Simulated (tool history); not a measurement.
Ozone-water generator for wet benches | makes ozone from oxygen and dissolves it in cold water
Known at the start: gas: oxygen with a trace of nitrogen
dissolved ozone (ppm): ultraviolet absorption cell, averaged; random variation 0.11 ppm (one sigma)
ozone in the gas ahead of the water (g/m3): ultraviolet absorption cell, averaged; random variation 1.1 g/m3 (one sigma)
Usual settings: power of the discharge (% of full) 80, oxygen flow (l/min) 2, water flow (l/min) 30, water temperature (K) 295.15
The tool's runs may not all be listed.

run	hour	power of the discharge (% of full)	oxygen flow (l/min)	water flow (l/min)	water temperature (K)	dissolved ozone (ppm)	ozone in the gas ahead of the water (g/m3)
1	0	80	2	30	295.15	6.1	158.7
2	105.6	80	2	30	295.15	6.1	157.4
3	180.7	73	2	30	295.15	5.9	148.7
4	234.8	80	2	32	295.15	5.6	156.7
5	303.1	80	2	32	295.15	5.5	155.9
6	381.1	80	2	30	294.15	6.2	157.4
7	439.1	74	2	30	295.15	5.8	149.6
8	515.8	74	2	30	295.15	5.8	147
9	589.2	80	2	30	295.15	5.9	152.3
10	669.3	80	2	30	302.15	5.7	151.9
11	769.3	80	2	30	295.15	5.8	152.6
# hour 791.4: water thermometer calibrated
12	877.8	80	2	30	295.15	5.9	152.7
13	1006.4	80	2	30	300.15	5.7	152
14	1077	80	2	30	300.15	5.7	149.9
15	1159.5	80	2	30	300.15	5.6	149.6
16	1233.2	80	2	30	300.15	5.6	148.4
17	1354.5	80	2	30	300.15	5.5	150.1
18	1462.1	51	2	30	297.15	4.2	115.4
19	1570.6	80	2	35	292.15	5	146.6
20	1685.2	80	2	35	292.15	4.8	146.5
21	1813.6	97	2	35	297.15	5.2	161.6
22	1868.1	97	2.85	21	295.15	9	128.4
23	1944	60	2.96	21	295.15	7.1	97.2
# hour 1970.6: electrodes of the discharge changed
24	2080.2	60	2.96	21	295.15	8.5	122.5
# hour 2117.6: contactor cleaned
25	2193.7	48	2	30	298.15	5.2	131.4
26	2254.9	48	2	30	298.15	5.1	131.4
27	2352.2	48	2	30	289.15	5.4	131.4
28	2456.6	48	2	30	289.15	5.1	131
29	2521.7	90	2	22	288.15	11.4	203.6
30	2627.2	90	2	22	288.15	11.3	204.9
31	2718.5	50	1.47	22	296.15	6.6	160.1
32	2841.5	46	2	36	295.15	4	125.7

The same runs without the tool's hidden state, with the same run-to-run variation:
The hidden state here: yield of the discharge, % of new electrodes'; contactor's efficiency, % of a clean one's; true water temperature over the reading, C; drift of the gauge itself on ozone_ppm, %; drift of the gauge itself on gas_g_m3, %.
run	dissolved ozone (ppm)	ozone in the gas ahead of the water (g/m3)
1	7.5	190.3
2	7.5	189.9
3	7.2	178
4	6.9	190.2
5	6.9	190
6	7.7	192.2
7	7.2	181.6
8	7.2	179.2
9	7.5	188.3
10	7.2	188.3
11	7.5	190
12	7.6	191.1
13	7.4	191.5
14	7.4	189.5
15	7.3	190
16	7.3	189
17	7.4	192.2
18	5.3	138.6
19	6.7	189.9
20	6.5	190.6
21	7.4	218.2
22	12.7	174.2
23	9.3	122.3
24	8.9	122
25	5.2	131.3
26	5.2	131.5
27	5.5	131.9
28	5.2	131.9
29	11.6	206.4
30	11.7	208.7
31	6.8	162.4
32	4.2	127.8

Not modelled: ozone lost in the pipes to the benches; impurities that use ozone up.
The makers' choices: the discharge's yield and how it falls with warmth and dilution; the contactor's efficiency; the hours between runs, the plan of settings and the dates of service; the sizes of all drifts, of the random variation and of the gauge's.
